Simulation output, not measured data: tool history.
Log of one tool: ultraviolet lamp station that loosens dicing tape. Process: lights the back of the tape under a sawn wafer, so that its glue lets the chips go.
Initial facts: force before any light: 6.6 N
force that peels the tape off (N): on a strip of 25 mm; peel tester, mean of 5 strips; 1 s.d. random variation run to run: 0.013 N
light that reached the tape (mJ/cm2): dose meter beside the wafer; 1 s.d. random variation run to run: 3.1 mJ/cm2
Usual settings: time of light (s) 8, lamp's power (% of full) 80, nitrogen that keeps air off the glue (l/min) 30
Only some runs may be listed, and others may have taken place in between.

run   hour  time of light (s)  lamp's power (% of full)  nitrogen that keeps air off the glue (l/min)  force that peels the tape off (N)  light that reached the tape (mJ/cm2)
  1      0                  8                        80                                            30                              0.862                                   398
  2   14.6                  8                        80                                            30                              0.851                                   402
  3   33.7                  8                        80                                            30                              0.863                                   400
  4   49.7                  8                        80                                            30                              0.856                                   395
  5   65.5                  8                        80                                            30                              0.881                                   392
  6   79.5                 15                        80                                            30                              0.226                                   744
  7   92.4                  7                        80                                            30                              1.153                                   344
  8  103.6                  7                        80                                            30                              1.168                                   343
  9    113                  7                        80                                            30                              1.168                                   341
 10  123.1                  7                        80                                            33                              1.086                                   337
 11    135                  7                        80                                            33                              1.151                                   339
 12  151.2                  7                        80                                            33                              1.181                                   334
 13  163.8                  5                        80                                            30                              1.937                                   239
 14  175.4                  5                        80                                            30                              1.944                                   237
 15  196.4                  8                        80                                            39                              0.867                                   373
 16  208.8                  8                        92                                            30                              0.773                                   428
 17  223.6                  8                        80                                            30                              1.048                                   371
 18    244                  5                        80                                            30                               1.99                                   234
 19  259.7                  8                        69                                            30                              1.304                                   315
 20  274.3                  8                        65                                            30                              1.391                                   297
 21  283.3                  8                        80                                            30                              1.021                                   360
 22  298.1                  8                        80                                            30                              1.054                                   364
 23  307.9                  9                        80                                            20                              1.027                                   403
 24  322.8                  9                        80                                            20                              1.029                                   404
 25  331.9                  9                        90                                            51                              0.531                                   449
 26  351.9                  4                        70                                            30                              3.014                                   154
 27  364.6                  4                        70                                            30                               2.94                                   153
 28  375.5                 16                        72                                            15                              0.515                                   629
 29  384.9                 16                        72                                            15                              0.501                                   623
 30  406.7                  8                        80                                            25                              1.201                                   347
 31  416.4                 15                        80                                            22                              0.374                                   642
 32  435.3                 15                        80                                            22                              0.369                                   639
     453.6  -- window cleaned of glue's vapour
 33  456.2                  8                        77                                            39                              0.996                                   348
 34  472.3                  5                        80                                            30                              2.109                                   228
 35    486                 12                        62                                            43                               0.67                                   419
 36  500.4                  7                        66                                            16                              2.121                                   258
 37    518                  7                        66                                            16                              2.096                                   255
 38  532.4                 16                        84                                            18                              0.309                                   734
 39  544.3                  8                        80                                            16                              1.511                                   346
 40  555.5                  8                        80                                            18                              1.437                                   348
 41  576.9                  8                        80                                            13                              1.635                                   344
 42  596.3                  8                        65                                            41                              1.478                                   278
 43  614.3                  5                        67                                            30                              2.607                                   174
 44    626                  5                        67                                            30                              2.652                                   175

Pick out some run-to-run changes in force that peels the tape off (N). Of each, how much would a tool without hidden state show as well, from the settings, what came in and chance, and how much is left for the hidden state and any gauge scatter not in both results compared?
The hidden state here: lamp's light, % of a new lamp's; light that the window lets through, % of a clean one's; drift of the gauge itself on peel_n, %; drift of the gauge itself on dose_mj_cm2, %.
Run 25 -> 26: time of light (s) 9 -> 4, lamp's power (% of full) 90 -> 70, nitrogen that keeps air off the glue (l/min) 51 -> 30. force that peels the tape off (N) +2.483: hidden state +0.473, all else +2.01.
Run 27 -> 28: time of light (s) 4 -> 16, lamp's power (% of full) 70 -> 72, nitrogen that keeps air off the glue (l/min) 30 -> 15. force that peels the tape off (N) -2.425: hidden state -0.461, all else -1.964.
Run 37 -> 38: time of light (s) 7 -> 16, lamp's power (% of full) 66 -> 84, nitrogen that keeps air off the glue (l/min) 16 -> 18. force that peels the tape off (N) -1.787: hidden state -0.512, all else -1.275.
Run 38 -> 39: time of light (s) 16 -> 8, lamp's power (% of full) 84 -> 80, nitrogen that keeps air off the glue (l/min) 18 -> 16. force that peels the tape off (N) +1.202: hidden state +0.464, all else +0.738.

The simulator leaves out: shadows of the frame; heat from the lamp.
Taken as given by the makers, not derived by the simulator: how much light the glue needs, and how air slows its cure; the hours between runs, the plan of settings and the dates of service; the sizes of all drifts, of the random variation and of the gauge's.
